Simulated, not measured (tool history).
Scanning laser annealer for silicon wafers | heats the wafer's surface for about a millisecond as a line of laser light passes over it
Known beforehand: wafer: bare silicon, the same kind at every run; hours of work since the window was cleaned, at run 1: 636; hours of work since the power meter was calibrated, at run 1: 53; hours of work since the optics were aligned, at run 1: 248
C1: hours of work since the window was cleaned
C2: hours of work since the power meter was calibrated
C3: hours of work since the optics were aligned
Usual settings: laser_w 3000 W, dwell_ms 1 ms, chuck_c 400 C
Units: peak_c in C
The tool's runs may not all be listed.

run 1 hour=0 | laser_w=3000 dwell_ms=1 chuck_c=400 | C1=636 C2=53 C3=248 | peak_c=1161
run 2 hour=15.7 | laser_w=3000 dwell_ms=1 chuck_c=400 | C1=646 C2=63 C3=258 | peak_c=1164
run 3 hour=34.4 | laser_w=3000 dwell_ms=1 chuck_c=400 | C1=658 C2=75 C3=270 | peak_c=1159
run 4 hour=43.8 | laser_w=3000 dwell_ms=1 chuck_c=400 | C1=665 C2=82 C3=276 | peak_c=1160
run 5 hour=62.7 | laser_w=3000 dwell_ms=1 chuck_c=400 | C1=677 C2=94 C3=289 | peak_c=1162
run 6 hour=81.7 | laser_w=3000 dwell_ms=1 chuck_c=400 | C1=689 C2=106 C3=301 | peak_c=1159
run 7 hour=102.6 | laser_w=3000 dwell_ms=1 chuck_c=376 | C1=703 C2=120 C3=314 | peak_c=1131
run 8 hour=118.3 | laser_w=3000 dwell_ms=1 chuck_c=376 | C1=713 C2=130 C3=325 | peak_c=1132
run 9 hour=134.5 | laser_w=3000 dwell_ms=1 chuck_c=376 | C1=723 C2=140 C3=335 | peak_c=1135
run 10 hour=147.7 | laser_w=3000 dwell_ms=1 chuck_c=376 | C1=732 C2=149 C3=344 | peak_c=1134
run 11 hour=161.7 | laser_w=3000 dwell_ms=1 chuck_c=400 | C1=741 C2=158 C3=353 | peak_c=1157
run 12 hour=171.1 | laser_w=3000 dwell_ms=1 chuck_c=400 | C1=747 C2=164 C3=359 | peak_c=1155
run 13 hour=186.1 | laser_w=3000 dwell_ms=0.92 chuck_c=400 | C1=757 C2=174 C3=369 | peak_c=1130
run 14 hour=199.1 | laser_w=3000 dwell_ms=0.92 chuck_c=400 | C1=765 C2=182 C3=377 | peak_c=1125
run 15 hour=210.4 | laser_w=3000 dwell_ms=0.92 chuck_c=400 | C1=772 C2=189 C3=384 | peak_c=1127
run 16 hour=221.8 | laser_w=2866 dwell_ms=1 chuck_c=400 | C1=780 C2=197 C3=392 | peak_c=1124
run 17 hour=239 | laser_w=3239 dwell_ms=1 chuck_c=400 | C1=791 C2=208 C3=403 | peak_c=1213
run 18 hour=257.4 | laser_w=3239 dwell_ms=1 chuck_c=400 | C1=803 C2=220 C3=415 | peak_c=1212
run 19 hour=272.5 | laser_w=3239 dwell_ms=1 chuck_c=400 | C1=813 C2=230 C3=424 | peak_c=1209
run 20 hour=291.3 | laser_w=3000 dwell_ms=0.73 chuck_c=400 | C1=825 C2=242 C3=437 | peak_c=1048
run 21 hour=301.2 | laser_w=2661 dwell_ms=1.17 chuck_c=386 | C1=831 C2=248 C3=443 | peak_c=1114
run 22 hour=322.1 | laser_w=3140 dwell_ms=0.92 chuck_c=419 | C1=845 C2=262 C3=457 | peak_c=1172
run 23 hour=340.3 | laser_w=3140 dwell_ms=0.92 chuck_c=419 | C1=856 C2=274 C3=468 | peak_c=1176
run 24 hour=358.4 | laser_w=3140 dwell_ms=0.92 chuck_c=419 | C1=868 C2=285 C3=480 | peak_c=1173
-- hour=362.9 laser's power meter calibrated
run 25 hour=370.6 | laser_w=2626 dwell_ms=0.95 chuck_c=419 | C1=874 C2=5 C3=486 | peak_c=1066
run 26 hour=381.7 | laser_w=3000 dwell_ms=1 chuck_c=410 | C1=881 C2=12 C3=493 | peak_c=1161
run 27 hour=402.3 | laser_w=3156 dwell_ms=0.8 chuck_c=422 | C1=895 C2=25 C3=507 | peak_c=1130
run 28 hour=415.6 | laser_w=3000 dwell_ms=1.02 chuck_c=428 | C1=903 C2=34 C3=515 | peak_c=1185
run 29 hour=426.8 | laser_w=3000 dwell_ms=0.96 chuck_c=387 | C1=911 C2=41 C3=522 | peak_c=1119
run 30 hour=442.3 | laser_w=3000 dwell_ms=0.73 chuck_c=361 | C1=921 C2=51 C3=533 | peak_c=1000
-- hour=448.4 laser's power meter calibrated, once more
run 31 hour=462.7 | laser_w=2878 dwell_ms=0.94 chuck_c=399 | C1=932 C2=9 C3=544 | peak_c=1100
run 32 hour=480.9 | laser_w=2878 dwell_ms=0.94 chuck_c=399 | C1=944 C2=21 C3=556 | peak_c=1101

Forecast run 33:
-- hour=492.6 window over the wafer cleaned
run 33 hour=495.1 | laser_w=2922 dwell_ms=0.73 chuck_c=400 | C1=2 C2=29 C3=563 | peak_c=?

{"run 33": {"peak_c": 1050}}
With the hidden condition absent and the run-to-run variation left alone, this run would have shown peak_c 1057 C.
